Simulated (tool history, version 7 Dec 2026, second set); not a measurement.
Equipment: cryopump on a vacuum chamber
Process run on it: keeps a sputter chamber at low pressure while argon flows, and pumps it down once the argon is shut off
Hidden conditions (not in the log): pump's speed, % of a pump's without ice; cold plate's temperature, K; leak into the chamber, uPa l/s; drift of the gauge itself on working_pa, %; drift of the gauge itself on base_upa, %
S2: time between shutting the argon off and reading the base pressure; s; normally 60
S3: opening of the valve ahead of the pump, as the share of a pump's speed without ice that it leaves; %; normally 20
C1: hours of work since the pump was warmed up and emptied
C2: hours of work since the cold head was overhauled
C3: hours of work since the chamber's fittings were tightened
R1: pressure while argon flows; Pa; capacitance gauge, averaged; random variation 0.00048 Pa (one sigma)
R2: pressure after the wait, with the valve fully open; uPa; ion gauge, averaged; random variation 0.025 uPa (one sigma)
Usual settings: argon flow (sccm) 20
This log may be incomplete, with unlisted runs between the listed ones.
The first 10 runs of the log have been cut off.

Run 11, hour 115.4: usual settings but S2 20 s; C1 384; C2 384; C3 2953. Result: R1 0.0731 Pa, R2 3.24 uPa.
Run 12, hour 128.9: usual settings but S2 20 s; C1 395; C2 395; C3 2965. Result: R1 0.0739 Pa, R2 3.22 uPa.
Run 13, hour 137: usual settings but argon flow (sccm) 10; C1 402; C2 402; C3 2972. Result: R1 0.037 Pa, R2 1.53 uPa.
Run 14, hour 149: usual settings but argon flow (sccm) 10; C1 413; C2 413; C3 2982. Result: R1 0.037 Pa, R2 1.44 uPa.
Run 15, hour 163.6: usual settings but argon flow (sccm) 10; C1 425; C2 425; C3 2994. Result: R1 0.0372 Pa, R2 1.48 uPa.
Run 16, hour 173.6: usual settings but argon flow (sccm) 10; C1 434; C2 434; C3 3003. Result: R1 0.0359 Pa, R2 1.5 uPa.
Run 17, hour 183.7: usual settings but S2 77 s; C1 443; C2 443; C3 3012. Result: R1 0.0734 Pa, R2 1.36 uPa.
Run 18, hour 191.4: usual settings but S3 23 %; C1 449; C2 449; C3 3018. Result: R1 0.064 Pa, R2 1.48 uPa.
Run 19, hour 201.4: usual settings but S2 189 s, S3 37 %; C1 458; C2 458; C3 3027. Result: R1 0.0402 Pa, R2 0.93 uPa.
Run 20, hour 219.1: usual settings but argon flow (sccm) 23, S2 20 s, S3 33 %; C1 473; C2 473; C3 3042. Result: R1 0.0517 Pa, R2 3.34 uPa.
Run 21, hour 227.9: usual settings but argon flow (sccm) 23, S2 20 s, S3 33 %; C1 481; C2 481; C3 3050. Result: R1 0.0521 Pa, R2 3.25 uPa.
Run 22, hour 238.5: usual settings but argon flow (sccm) 18, S2 38 s, S3 36 %; C1 490; C2 490; C3 3059. Result: R1 0.0377 Pa, R2 2.06 uPa.
Run 23, hour 250: usual settings but argon flow (sccm) 18, S2 38 s, S3 36 %; C1 499; C2 499; C3 3069. Result: R1 0.0378 Pa, R2 2.02 uPa.
Run 24, hour 260: usual settings but argon flow (sccm) 18, S2 38 s, S3 36 %; C1 508; C2 508; C3 3077. Result: R1 0.0379 Pa, R2 2.02 uPa.
Run 25, hour 273.9: usual settings but S3 49 %; C1 520; C2 520; C3 3089. Result: R1 0.0306 Pa, R2 1.54 uPa.
Run 26, hour 282.2: usual settings but S2 190 s, S3 16 %; C1 527; C2 527; C3 3096. Result: R1 0.0924 Pa, R2 0.94 uPa.
Run 27, hour 291.9: usual settings but S2 185 s, S3 22 %; C1 536; C2 536; C3 3105. Result: R1 0.068 Pa, R2 0.94 uPa.
Run 28, hour 306.6: usual settings but argon flow (sccm) 23, S2 97 s; C1 548; C2 548; C3 3117. Result: R1 0.0847 Pa, R2 1.2 uPa.
Run 29, hour 316.9: usual settings but argon flow (sccm) 23, S2 97 s; C1 557; C2 557; C3 3126. Result: R1 0.085 Pa, R2 1.23 uPa.
Run 30, hour 332.9: usual settings but argon flow (sccm) 28, S2 142 s, S3 29 %; C1 571; C2 571; C3 3140. Result: R1 0.072 Pa, R2 1.03 uPa.
Run 31, hour 345.5: usual settings but argon flow (sccm) 28, S2 142 s, S3 29 %; C1 582; C2 582; C3 3151. Result: R1 0.0724 Pa, R2 0.98 uPa.
Run 32, hour 355.7: usual settings but argon flow (sccm) 11, S2 133 s, S3 16 %; C1 590; C2 590; C3 3160. Result: R1 0.0511 Pa, R2 1.08 uPa.
Run 33, hour 366.6: usual settings but argon flow (sccm) 18, S2 152 s, S3 56 %; C1 600; C2 600; C3 3169. Result: R1 0.0251 Pa, R2 1.06 uPa.
Run 34, hour 377.2: usual settings but argon flow (sccm) 18, S2 152 s, S3 56 %; C1 609; C2 609; C3 3178. Result: R1 0.025 Pa, R2 1.07 uPa.
Run 35, hour 392.6: usual settings but S2 82 s; C1 622; C2 622; C3 3191. Result: R1 0.0742 Pa, R2 1.34 uPa.

Alternative continuations, all from the tool just after run 35; predict every row:
Run A, hour 404.4: usual settings but argon flow (sccm) 24, S2 67 s, S3 33 %; C1 632; C2 632; C3 3201. Result: R1 ?, R2 ?.
Run B, hour 404.4: usual settings but argon flow (sccm) 24, S2 82 s; C1 632; C2 632; C3 3201. Result: R1 ?, R2 ?.
Run C, hour 404.4: usual settings but S2 83 s, S3 22 %; C1 632; C2 632; C3 3201. Result: R1 ?, R2 ?.

run      R1    R2
  A  0.0549  1.47
  B   0.089  1.31
  C  0.0681   1.3
Without the tool's hidden state the same runs would have given:
run      R1    R2
  A  0.0526  0.91
  B  0.0866  0.75
  C  0.0662  0.74

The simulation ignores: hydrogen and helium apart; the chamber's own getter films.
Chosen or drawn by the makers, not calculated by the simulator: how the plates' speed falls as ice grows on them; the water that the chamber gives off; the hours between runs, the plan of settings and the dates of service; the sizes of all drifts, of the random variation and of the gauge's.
